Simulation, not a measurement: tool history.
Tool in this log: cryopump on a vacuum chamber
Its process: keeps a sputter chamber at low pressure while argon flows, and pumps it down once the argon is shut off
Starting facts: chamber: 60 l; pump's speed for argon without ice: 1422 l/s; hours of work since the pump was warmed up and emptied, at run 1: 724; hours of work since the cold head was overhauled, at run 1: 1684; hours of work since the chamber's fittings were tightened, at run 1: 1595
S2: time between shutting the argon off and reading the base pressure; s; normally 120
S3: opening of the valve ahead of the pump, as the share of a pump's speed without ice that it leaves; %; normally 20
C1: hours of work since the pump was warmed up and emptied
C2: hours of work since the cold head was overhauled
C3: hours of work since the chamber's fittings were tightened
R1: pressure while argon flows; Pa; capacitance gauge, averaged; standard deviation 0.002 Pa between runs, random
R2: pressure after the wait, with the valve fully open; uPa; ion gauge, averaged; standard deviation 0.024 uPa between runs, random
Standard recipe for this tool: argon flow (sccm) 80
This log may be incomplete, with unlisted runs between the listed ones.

Run 1, day 0: usual settings; C1 724; C2 1684; C3 1595. Result: R1 0.5053 Pa, R2 2.75 uPa.
Run 2, day 1.171: usual settings; C1 749; C2 1709; C3 1620. Result: R1 0.509 Pa, R2 2.89 uPa.
Run 3, day 3.638: usual settings; C1 801; C2 1761; C3 1673. Result: R1 0.5052 Pa, R2 3 uPa.
Run 4, day 5.129: usual settings; C1 833; C2 1793; C3 1704. Result: R1 0.5139 Pa, R2 3.08 uPa.
Run 5, day 6.875: usual settings but S3 19 %; C1 870; C2 1830; C3 1741. Result: R1 0.5361 Pa, R2 3.07 uPa.
Run 6, day 8.112: usual settings but S3 19 %; C1 896; C2 1857; C3 1768. Result: R1 0.5383 Pa, R2 3.15 uPa.
At day 9.708: pump warmed up, emptied and cooled again.
Run 7, day 10.992: usual settings but S2 155 s; C1 27; C2 1913; C3 1824. Result: R1 0.4791 Pa, R2 2.4 uPa.
Run 8, day 12.938: usual settings but S2 279 s, S3 25 %; C1 69; C2 1955; C3 1866. Result: R1 0.3826 Pa, R2 2.18 uPa.
Run 9, day 14.067: usual settings but S2 39 s, S3 19 %; C1 93; C2 1979; C3 1890. Result: R1 0.5069 Pa, R2 3.97 uPa.
Run 10, day 16.1: usual settings but argon flow (sccm) 110, S2 259 s, S3 19 %; C1 136; C2 2022; C3 1933. Result: R1 0.6975 Pa, R2 2.26 uPa.
Run 11, day 18.112: usual settings but argon flow (sccm) 110, S2 259 s, S3 19 %; C1 179; C2 2065; C3 1976. Result: R1 0.6933 Pa, R2 2.39 uPa.
Run 12, day 20.192: usual settings but argon flow (sccm) 63, S2 187 s, S3 16 %; C1 223; C2 2109; C3 2020. Result: R1 0.4736 Pa, R2 2.47 uPa.
Run 13, day 22.117: usual settings but argon flow (sccm) 63, S2 187 s, S3 16 %; C1 264; C2 2150; C3 2061. Result: R1 0.4737 Pa, R2 2.63 uPa.
Run 14, day 23.575: usual settings but argon flow (sccm) 63, S2 187 s, S3 16 %; C1 295; C2 2181; C3 2092. Result: R1 0.4798 Pa, R2 2.76 uPa.

Alternative continuations, all from the tool just after run 14; predict every row:
Run A, day 24.779: usual settings but S3 45 %; C1 320; C2 2206; C3 2118. Result: R1 ?, R2 ?.
Run B, day 24.779: usual settings but argon flow (sccm) 63, S2 46 s, S3 16 %; C1 320; C2 2206; C3 2118. Result: R1 ?, R2 ?.
Run C, day 24.779: usual settings but argon flow (sccm) 63, S2 23 s, S3 58 %; C1 320; C2 2206; C3 2118. Result: R1 ?, R2 ?.

run      R1    R2
  A  0.2218  2.85
  B  0.4768  3.93
  C  0.1386  5.84
Take away the tool's hidden state, keep each run's random variation, and the runs would have read:
run      R1    R2
  A  0.2098   0.8
  B  0.4673   1.9
  C   0.129  3.72
